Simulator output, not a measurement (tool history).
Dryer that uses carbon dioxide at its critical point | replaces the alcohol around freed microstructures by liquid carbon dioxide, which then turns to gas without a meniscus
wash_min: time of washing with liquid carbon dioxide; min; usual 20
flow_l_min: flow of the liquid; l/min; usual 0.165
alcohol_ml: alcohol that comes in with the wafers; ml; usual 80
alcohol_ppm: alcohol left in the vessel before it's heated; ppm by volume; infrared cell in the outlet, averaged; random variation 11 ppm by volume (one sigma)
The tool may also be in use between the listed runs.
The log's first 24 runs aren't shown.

| run | hour | wash_min | flow_l_min | alcohol_ml | alcohol_ppm |
|---|---|---|---|---|---|
| 25 | 170.6 | 22 | 0.270 | 52 | 47 |
| 26 | 179.9 | 20 | 0.229 | 31 | 79 |
| 27 | 184.8 | 25 | 0.254 | 76 | 43 |
| 28 | 190.1 | 16 | 0.266 | 80 | 204 |
| 29 | 198.3 | 19 | 0.218 | 80 | 224 |
| 30 | 206.9 | 25 | 0.150 | 74 | 333 |
| 31 | 214.0 | 30 | 0.159 | 80 | 100 |
| 32 | 223.0 | 16 | 0.147 | 23 | 977 |
| 33 | 228.5 | 16 | 0.147 | 23 | 1004 |
| 34 | 233.7 | 16 | 0.147 | 23 | 1022 |
| 35 | 243.9 | 19 | 0.222 | 50 | 147 |
| 36 | 252.5 | 19 | 0.106 | 47 | 3491 |
| 37 | 258.1 | 19 | 0.106 | 47 | 3410 |
| 38 | 265.7 | 19 | 0.106 | 47 | 3405 |
| 39 | 273.1 | 26 | 0.238 | 99 | 50 |
| 40 | 281.4 | 26 | 0.238 | 99 | 47 |
| 41 | 290.1 | 13 | 0.218 | 21 | 490 |
| 42 | 300.1 | 20 | 0.115 | 109 | 5069 |
| 43 | 306.7 | 21 | 0.102 | 80 | 4827 |
| 44 | 316.6 | 21 | 0.102 | 80 | 4736 |
| 45 | 323.6 | 21 | 0.102 | 80 | 4731 |
| 46 | 329.7 | 20 | 0.113 | 47 | 2375 |

Forecast each of these 3 alternatives for the next run:
| A | 337.4 | 25 | 0.114 | 92 | ? |
| B | 337.4 | 13 | 0.119 | 47 | ? |
| C | 337.4 | 20 | 0.183 | 47 | ? |

| run | alcohol_ppm |
|---|---|
| A | 1792 |
| B | 7423 |
| C | 298 |
Without the tool's hidden state the same runs would have given:
| run | alcohol_ppm |
|---|---|
| A | 1521 |
| B | 6836 |
| C | 218 |
